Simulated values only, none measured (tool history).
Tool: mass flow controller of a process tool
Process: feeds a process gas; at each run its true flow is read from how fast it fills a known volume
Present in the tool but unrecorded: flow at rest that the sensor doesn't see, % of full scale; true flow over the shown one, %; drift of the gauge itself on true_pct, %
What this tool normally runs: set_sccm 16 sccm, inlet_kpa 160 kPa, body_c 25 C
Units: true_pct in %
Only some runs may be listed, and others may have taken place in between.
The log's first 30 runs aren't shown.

run      day  set_sccm  inlet_kpa  body_c  hours of work since the controller was set to zero  hours of work since the controller was changed  true_pct
 31  473.833         2        152      21                                                1801                                            9744     98.39
 32  490.917        16        277      28                                                1990                                            9933     98.38
 33  500.779        16        157      28                                                2099                                           10042     99.13
 34   509.75         2        187      32                                                2197                                           10141     98.61
 35  524.633         2        187      32                                                2362                                           10305     98.54
 36  533.546        18        149      30                                                2460                                           10403     99.12
 37  546.704        18        149      30                                                2605                                           10548     98.96
 38  557.142        18        149      30                                                2720                                           10663      99.2
     566.975  -- gauge calibrated
 39  573.154        16        160      35                                                2897                                           10840    100.57
 40  592.596         3        158      23                                                3111                                           11054     99.44
 41  612.525        16        249      22                                                3331                                           11274     99.37
 42  622.733        16        249      22                                                3444                                           11387     99.41
 43  643.925         3        145      22                                                3677                                           11621     99.49
     654.133  -- controller exchanged for a calibrated one
 44  661.171         6        178      37                                                  78                                              78       100
 45  671.892         9        160      25                                                 196                                             196     99.68
 46  681.233         4        150      37                                                 299                                             299    100.08
 47  699.496        16        185      33                                                 500                                             500    100.04
 48  720.321         8        143      25                                                 730                                             730     99.52

Forecast each of these 4 alternatives for the next run:
  A  730.933         5        235      20                                                 847                                             847         ?
  B  730.933        20        175      27                                                 847                                             847         ?
  C  730.933         8        256      25                                                 847                                             847         ?
  D  730.933         4        251      39                                                 847                                             847         ?

run  true_pct
  A     98.66
  B     99.89
  C     98.84
  D     99.46
Without the tool's unlogged condition, the same runs would have read:
run  true_pct
  A     99.05
  B    100.28
  C     99.23
  D     99.86

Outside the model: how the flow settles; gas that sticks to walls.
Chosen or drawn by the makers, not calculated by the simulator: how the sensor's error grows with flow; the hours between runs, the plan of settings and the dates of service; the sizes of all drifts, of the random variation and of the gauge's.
